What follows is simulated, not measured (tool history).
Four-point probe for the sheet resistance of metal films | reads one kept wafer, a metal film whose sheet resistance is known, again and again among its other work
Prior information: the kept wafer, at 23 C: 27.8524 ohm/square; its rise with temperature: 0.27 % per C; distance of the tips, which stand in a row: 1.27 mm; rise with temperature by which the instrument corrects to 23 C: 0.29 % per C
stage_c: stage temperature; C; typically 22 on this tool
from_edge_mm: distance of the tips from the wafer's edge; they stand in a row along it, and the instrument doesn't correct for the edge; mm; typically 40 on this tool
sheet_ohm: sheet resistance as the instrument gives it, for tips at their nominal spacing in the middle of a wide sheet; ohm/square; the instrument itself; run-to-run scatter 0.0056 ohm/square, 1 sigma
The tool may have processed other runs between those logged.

run	hour	stage_c	from_edge_mm	sheet_ohm
1	0.0	22	40	27.742995
2	88.1	22	40	27.758646
3	214.5	22	40	27.745530
4	288.7	33	40	27.686044
5	421.4	20	40	27.750146
6	504.5	20	40	27.746841
7	603.9	22	19	27.780941
8	687.3	22	40	27.730823
9	747.0	22	40	27.731719
10	851.1	22	40	27.727356
11	907.5	22	40	27.730407
12	996.5	22	40	27.729055
13	1115.0	22	71	27.707857
14	1249.4	22	71	27.705479
15	1319.0	22	71	27.707117
16	1399.5	22	71	27.707205
17	1481.9	22	71	27.706579
18	1617.9	22	71	27.690396
19	1682.8	22	40	27.699544
20	1742.4	22	40	27.706690
21	1833.0	22	40	27.709977
22	1894.0	22	40	27.709708
23	1959.7	22	40	27.701451
24	2086.4	20	4	29.114762
25	2220.2	22	6	28.326441
26	2308.8	25	6	28.324507
27	2369.3	25	6	28.311514
28	2437.9	25	6	28.312175
29	2500.0	21	33	27.695874
# hour 2534.4: new probe head fitted
30	2623.3	18	5	28.748485
# hour 2661.3: stage's thermometer calibrated
31	2724.8	18	5	28.697372
32	2780.8	18	5	28.703418
33	2869.9	21	7	28.231485
34	2988.0	30	29	27.730388
35	3117.6	30	29	27.738105
36	3238.0	30	7	28.184869
37	3354.6	18	5	28.673973
38	3428.0	24	21	27.796539
39	3513.7	24	21	27.774276
40	3587.7	28	40	27.706733

Run 41, settings as shown, results not yet in. Your forecast:
41	3681.6	25	23	?

For run 41 the tool returned sheet_ohm 27.753953 ohm/square.
Were there no unlogged condition in the tool, this run, its random variation unchanged, would have produced sheet_ohm 27.882785 ohm/square.

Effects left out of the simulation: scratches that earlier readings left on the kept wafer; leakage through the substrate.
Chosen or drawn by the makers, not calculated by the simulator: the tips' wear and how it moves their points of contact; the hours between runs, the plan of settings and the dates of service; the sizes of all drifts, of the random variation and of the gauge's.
